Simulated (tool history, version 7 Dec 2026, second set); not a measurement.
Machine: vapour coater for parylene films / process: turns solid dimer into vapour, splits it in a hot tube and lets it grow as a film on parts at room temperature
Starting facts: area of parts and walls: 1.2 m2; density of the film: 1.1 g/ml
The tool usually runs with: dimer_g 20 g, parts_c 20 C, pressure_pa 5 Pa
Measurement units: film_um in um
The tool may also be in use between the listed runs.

| run | day | dimer_g | parts_c | pressure_pa | film_um |
|---|---|---|---|---|---|
| 1 | 0 | 20 | 20 | 5 | 8.9 |
| 2 | 1.592 | 20 | 20 | 5 | 8.93 |
| 3 | 2.85 | 20 | 20 | 5 | 8.85 |
| 4 | 5.412 | 20 | 20 | 5 | 8.68 |
| 5 | 7.454 | 20 | 20 | 5 | 8.64 |
| 6 | 9.338 | 20 | 20 | 5 | 8.63 |
| 7 | 11.967 | 20 | 20 | 5 | 8.58 |
|  | 13.1 | trap's valve overhauled |
| 8 | 14.904 | 20 | 24 | 5 | 7.82 |
| 9 | 16.288 | 24 | 20 | 5 | 11.06 |
| 10 | 17.888 | 24 | 20 | 5 | 10.9 |
| 11 | 19.938 | 24 | 20 | 5 | 10.87 |
| 12 | 21.867 | 24 | 20 | 5 | 10.78 |
| 13 | 24.333 | 24 | 24 | 3.06 | 9.47 |
| 14 | 26.896 | 16 | 17 | 7.15 | 7.71 |
| 15 | 28.579 | 16 | 17 | 7.15 | 7.69 |
| 16 | 31.275 | 16 | 17 | 3.92 | 7.99 |
|  | 32.192 | trap's valve overhauled |
| 17 | 32.817 | 29 | 20 | 5.65 | 13.48 |
| 18 | 34.667 | 29 | 20 | 5.65 | 13.35 |
| 19 | 36.496 | 13 | 15 | 11.29 | 6.87 |
| 20 | 38.762 | 13 | 15 | 11.29 | 6.81 |
| 21 | 41.529 | 16 | 20 | 5 | 7.3 |
| 22 | 42.883 | 16 | 20 | 5 | 7.22 |
| 23 | 44.517 | 16 | 20 | 5 | 7.17 |

Difference, measured minus no-hidden-state, one row per run. Run-to-run variation is common to both terms; the gauge's own scatter need not be:
Unlogged tool condition in this case: vapour lost through the trap's worn valve, %; true temperature of the parts over the reading, C; drift of the gauge itself on film_um, %.
| run | film_um |
|---|---|
| 1 | -0.1 |
| 2 | -0.15 |
| 3 | -0.19 |
| 4 | -0.26 |
| 5 | -0.33 |
| 6 | -0.38 |
| 7 | -0.47 |
| 8 | +0.15 |
| 9 | +0.16 |
| 10 | +0.09 |
| 11 | +0.03 |
| 12 | -0.05 |
| 13 | -0.12 |
| 14 | -0.17 |
| 15 | -0.21 |
| 16 | -0.29 |
| 17 | +0.47 |
| 18 | +0.38 |
| 19 | +0.16 |
| 20 | +0.1 |
| 21 | +0.04 |
| 22 | +0.01 |
| 23 | -0.03 |

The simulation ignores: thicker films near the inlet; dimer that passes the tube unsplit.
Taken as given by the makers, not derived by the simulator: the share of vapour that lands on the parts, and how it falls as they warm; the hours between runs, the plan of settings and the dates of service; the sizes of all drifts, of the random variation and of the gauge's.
